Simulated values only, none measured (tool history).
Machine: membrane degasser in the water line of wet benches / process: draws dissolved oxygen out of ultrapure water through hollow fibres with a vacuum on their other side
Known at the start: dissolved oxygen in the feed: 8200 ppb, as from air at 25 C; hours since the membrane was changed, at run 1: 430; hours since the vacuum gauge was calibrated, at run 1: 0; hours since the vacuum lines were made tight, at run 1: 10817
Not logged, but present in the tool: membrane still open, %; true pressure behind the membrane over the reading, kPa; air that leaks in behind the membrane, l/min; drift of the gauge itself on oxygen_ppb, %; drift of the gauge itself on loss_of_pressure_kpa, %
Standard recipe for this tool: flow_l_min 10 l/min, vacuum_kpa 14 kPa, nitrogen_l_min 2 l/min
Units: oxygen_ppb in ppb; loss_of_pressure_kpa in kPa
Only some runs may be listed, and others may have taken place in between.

run,day,flow_l_min,vacuum_kpa,nitrogen_l_min,hours since the membrane was changed,hours since the vacuum gauge was calibrated,hours since the vacuum lines were made tight,oxygen_ppb,loss_of_pressure_kpa
1,0,10,14,2,430,0,10817,132.5,60.59
2,7.267,10,14,2,604,174,10992,131.3,61.04
3,13.829,10,14,2,761,332,11149,135.2,60.86
4,18.142,12,14,2,865,435,11253,157,72.45
5,22.275,12,14,2,964,535,11352,158.3,73.26
6,28.492,7,14,2,1113,684,11501,92.9,42.27
7,33.317,10,14,2,1229,800,11617,131.8,60.56
8,37.896,10,8.6,2,1339,909,11727,68.5,60.39
9,44.412,10,8.6,2,1495,1066,11883,67.8,60.64
10,48.762,10,8.6,2,1600,1170,11988,67.6,60.3
11,53.179,10,8.6,2,1706,1276,12094,66.9,60.31
12,60.308,10,8.6,2,1877,1447,12265,67.8,60.56
# day 61.892: seals of the vacuum lines changed
13,64.933,10,8.6,2,1986,1556,73,67.4,60.42
14,68.133,11,14,2,2063,1633,150,144.2,66.3
15,74.679,11,14,2,2220,1790,307,141.9,66.16
16,81.908,11,14,2,2393,1964,480,145,66.06
17,86.029,11,14,2,2492,2063,579,144.7,66.75
18,90.454,11,14,2,2598,2169,685,146.5,66.09
19,97.067,11,14,2,2757,2328,844,144.5,66.05
20,100.117,9,33.1,1.6,2830,2401,917,393.6,53.56
21,105.829,9,33.1,1.6,2967,2538,1054,392.6,54.16
22,113.288,7,33.1,4.53,3146,2717,1234,114.8,42.21
23,120.383,7,33.1,4.53,3317,2887,1404,115.1,41.88
24,127.921,10,14,2,3498,3068,1585,129.8,59.83
25,133.329,15,33.1,3.64,3627,3198,1714,295.9,89.13
26,140.192,12,14,1.34,3792,3363,1879,230.7,71.53
27,146.808,10,23.3,3.01,3951,3521,2038,163.9,59.26
28,150.958,10,21.6,1.57,4050,3621,2138,278.2,59.15
29,157.071,11,14,1.29,4197,3768,2284,218.2,65.3
30,160.638,11,14,1.29,4283,3853,2370,215.4,65.14
31,164.246,10,14,2.11,4369,3940,2456,124.9,58.91
# day 166.238: gauge calibrated
32,167.488,10,31.6,3.36,4447,4018,2534,207.6,60.88

4 options for the next run, each taken on its own from the tool as it stands now. Forecast them:
A,171.712,8,11.1,3.36,4549,4119,2636,?,?
B,171.712,7,22,1.97,4549,4119,2636,?,?
C,171.712,10,31.6,3.3,4549,4119,2636,?,?
D,171.712,10,31.6,1.89,4549,4119,2636,?,?

run,oxygen_ppb,loss_of_pressure_kpa
A,46.6,48.11
B,162.4,42.65
C,209,60.7
D,359.6,60.7
With the hidden condition removed and each run's random variation left untouched, the same runs would have given:
run,oxygen_ppb,loss_of_pressure_kpa
A,46.5,48.13
B,162.2,42.66
C,208.8,60.72
D,359.3,60.72
